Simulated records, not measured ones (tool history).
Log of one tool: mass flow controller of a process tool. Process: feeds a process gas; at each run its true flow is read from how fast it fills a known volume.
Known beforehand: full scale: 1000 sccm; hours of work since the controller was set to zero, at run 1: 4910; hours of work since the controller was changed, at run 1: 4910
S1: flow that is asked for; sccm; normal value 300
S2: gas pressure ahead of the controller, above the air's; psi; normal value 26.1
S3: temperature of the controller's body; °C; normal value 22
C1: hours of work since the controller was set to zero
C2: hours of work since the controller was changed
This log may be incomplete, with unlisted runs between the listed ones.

Run 1, hour 0.0: usual settings; C1 4910; C2 4910. Result: true flow (%) 99.46.
Run 2, hour 155.1: usual settings but S1 144 sccm; C1 5004; C2 5004. Result: true flow (%) 99.18.
Run 3, hour 286.5: usual settings but S1 144 sccm; C1 5084; C2 5084. Result: true flow (%) 99.33.
Run 4, hour 402.4: usual settings but S1 144 sccm; C1 5154; C2 5154. Result: true flow (%) 99.18.
Run 5, hour 630.9: usual settings but S1 144 sccm; C1 5292; C2 5292. Result: true flow (%) 99.18.
Run 6, hour 809.3: usual settings but S3 27 °C; C1 5401; C2 5401. Result: true flow (%) 98.95.
Run 7, hour 1076.7: usual settings but S2 40.3 psi; C1 5563; C2 5563. Result: true flow (%) 99.98.
Run 8, hour 1221.5: usual settings; C1 5650; C2 5650. Result: true flow (%) 99.36.
Run 9, hour 1500.0: usual settings; C1 5819; C2 5819. Result: true flow (%) 99.36.
Run 10, hour 1697.6: usual settings but S3 34 °C; C1 5939; C2 5939. Result: true flow (%) 98.59.
Run 11, hour 1828.6: usual settings but S3 26 °C; C1 6018; C2 6018. Result: true flow (%) 99.12.
Run 12, hour 2003.5: usual settings but S3 26 °C; C1 6124; C2 6124. Result: true flow (%) 98.96.
Run 13, hour 2185.0: usual settings but S2 32.8 psi; C1 6234; C2 6234. Result: true flow (%) 99.72.
Run 14, hour 2375.1: usual settings but S2 36.1 psi; C1 6349; C2 6349. Result: true flow (%) 99.77.
Run 15, hour 2579.2: usual settings; C1 6473; C2 6473. Result: true flow (%) 99.26.
Run 16, hour 2695.5: usual settings; C1 6544; C2 6544. Result: true flow (%) 99.32.
Run 17, hour 2974.3: usual settings but S1 217 sccm, S2 36.7 psi, S3 37 °C; C1 6713; C2 6713. Result: true flow (%) 98.84.
Run 18, hour 3178.5: usual settings but S1 217 sccm, S2 36.7 psi, S3 37 °C; C1 6836; C2 6836. Result: true flow (%) 98.82.
Run 19, hour 3308.9: usual settings but S1 217 sccm, S2 36.7 psi, S3 37 °C; C1 6915; C2 6915. Result: true flow (%) 98.84.
Run 20, hour 3474.8: usual settings but S1 217 sccm, S2 36.7 psi, S3 37 °C; C1 7016; C2 7016. Result: true flow (%) 98.77.
Run 21, hour 3755.4: usual settings but S1 782 sccm, S2 34.4 psi, S3 37 °C; C1 7186; C2 7186. Result: true flow (%) 99.15.
Run 22, hour 3976.6: usual settings but S1 782 sccm, S2 34.4 psi, S3 37 °C; C1 7320; C2 7320. Result: true flow (%) 99.46.
Run 23, hour 4219.3: usual settings but S2 20.9 psi, S3 25 °C; C1 7467; C2 7467. Result: true flow (%) 98.90.
Run 24, hour 4470.3: usual settings but S1 210 sccm, S2 30.7 psi, S3 23 °C; C1 7619; C2 7619. Result: true flow (%) 99.38.
Run 25, hour 4751.6: usual settings but S1 210 sccm, S2 30.7 psi, S3 23 °C; C1 7790; C2 7790. Result: true flow (%) 99.44.
Run 26, hour 4917.3: usual settings but S1 110 sccm, S2 30.7 psi, S3 27 °C; C1 7890; C2 7890. Result: true flow (%) 98.86.
Run 27, hour 5151.7: usual settings but S1 259 sccm, S2 22.0 psi, S3 39 °C; C1 8032; C2 8032. Result: true flow (%) 98.01.
Run 28, hour 5298.0: usual settings but S1 128 sccm, S2 22.0 psi, S3 29 °C; C1 8121; C2 8121. Result: true flow (%) 98.44.
Run 29, hour 5460.1: usual settings but S1 128 sccm, S2 38.7 psi, S3 26 °C; C1 8219; C2 8219. Result: true flow (%) 99.49.

Each row is a separate what-if for the run after 29, all from the same tool condition, not one after another. Results?
Run A, hour 5673.0: usual settings but S1 173 sccm, S2 27.6 psi, S3 38 °C; C1 8348; C2 8348. Result: true flow (%) ?.
Run B, hour 5673.0: usual settings but S1 128 sccm, S2 28.4 psi, S3 29 °C; C1 8348; C2 8348. Result: true flow (%) ?.
Run C, hour 5673.0: usual settings but S1 128 sccm, S2 36.7 psi, S3 21 °C; C1 8348; C2 8348. Result: true flow (%) ?.
Run D, hour 5673.0: usual settings but S2 31.0 psi; C1 8348; C2 8348. Result: true flow (%) ?.
Run E, hour 5673.0: usual settings but S1 128 sccm, S2 37.7 psi, S3 39 °C; C1 8348; C2 8348. Result: true flow (%) ?.

run  true flow (%)
  A          98.24
  B          98.76
  C          99.71
  D          99.58
  E          98.66
Take away the tool's hidden state, keep each run's random variation, and the runs would have read:
run  true flow (%)
  A          98.24
  B          98.78
  C          99.73
  D          99.56
  E          98.68
